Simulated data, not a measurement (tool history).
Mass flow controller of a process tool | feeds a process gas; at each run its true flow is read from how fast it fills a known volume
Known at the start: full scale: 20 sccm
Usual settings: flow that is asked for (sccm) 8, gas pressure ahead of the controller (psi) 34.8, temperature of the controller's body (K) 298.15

run,hour,flow that is asked for (sccm),gas pressure ahead of the controller (psi),temperature of the controller's body (K),true flow (%)
1,0,8,34.8,298.15,98.76
2,293.2,8,34.8,298.15,98.84
3,685.5,8,34.8,298.15,98.57
4,1105.2,8,34.8,298.15,98.6
5,1318,8,34.8,298.15,98.54
6,1512.8,8,34.8,298.15,98.39
# hour 1531.4: controller's zero set anew
7,1708.8,8,34.8,298.15,98.25
8,1926.9,8,31.9,309.15,99.83
9,2235.5,8,31.9,309.15,99.55
10,2453,3,36.4,296.15,97.57
11,2626.5,8,36.7,297.15,98.05
12,2798.9,5,34.8,298.15,97.84
13,3209.8,5,32.3,302.15,98.29
14,3566.8,5,32.3,302.15,98.23

4 ways to go on from here, each from the tool as it stands after run 14. What would each give?
A,3963.9,8,32.6,309.15,?
B,3963.9,3,27.3,298.15,?
C,3963.9,8,32.3,301.15,?
D,3963.9,4,35.2,294.15,?

run,true flow (%)
A,99.17
B,97.55
C,98.23
D,97.07
Without the tool's hidden state the same runs would have given:
run,true flow (%)
A,100.12
B,98.48
C,99.18
D,98
